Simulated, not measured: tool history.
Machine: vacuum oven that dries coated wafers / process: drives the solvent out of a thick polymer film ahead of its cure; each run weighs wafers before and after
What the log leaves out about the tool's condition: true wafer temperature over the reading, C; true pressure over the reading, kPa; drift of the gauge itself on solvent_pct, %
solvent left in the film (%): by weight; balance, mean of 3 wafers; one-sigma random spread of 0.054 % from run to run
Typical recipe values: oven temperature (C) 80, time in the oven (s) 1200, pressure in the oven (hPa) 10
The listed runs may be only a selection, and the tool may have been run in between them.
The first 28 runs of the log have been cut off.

run,day,oven temperature (C),time in the oven (s),pressure in the oven (hPa),hours of work since the thermocouples were calibrated,hours of work since the vacuum gauge was cleaned of residue,solvent left in the film (%)
29,55.025,86,1500,6.3,430,971,1.33
30,56.379,86,1500,10.2,452,992,1.82
31,57.942,86,1500,10.2,477,1018,1.81
32,59.279,86,1500,17.5,498,1039,2.83
33,61.517,87,660,6.7,535,1075,2.84
34,63.417,65,660,14.7,565,1106,11.42
35,64.567,71,1380,18.2,584,1125,6.44
36,65.704,92,1380,18.2,602,1143,2.29
37,67.608,75,1440,7.4,633,1174,2.86
38,69.438,71,1560,33.2,662,1203,9.57
39,71.588,71,1560,33.2,697,1238,9.44
40,73.671,68,900,7.4,731,1272,7.01
41,74.746,67,1200,10.7,748,1289,6.86

4 ways to go on from here, each from the tool as it stands after run 41. What would each give?
A,76.708,69,900,22.3,780,1321,?
B,76.708,88,960,20.8,780,1321,?
C,76.708,68,1200,37.9,780,1321,?
D,76.708,90,1500,7.6,780,1321,?

run,solvent left in the film (%)
A,10.26
B,3.47
C,13.17
D,1.27
Without the tool's unlogged condition, the same runs would have read:
run,solvent left in the film (%)
A,8.76
B,2.77
C,11.4
D,0.79

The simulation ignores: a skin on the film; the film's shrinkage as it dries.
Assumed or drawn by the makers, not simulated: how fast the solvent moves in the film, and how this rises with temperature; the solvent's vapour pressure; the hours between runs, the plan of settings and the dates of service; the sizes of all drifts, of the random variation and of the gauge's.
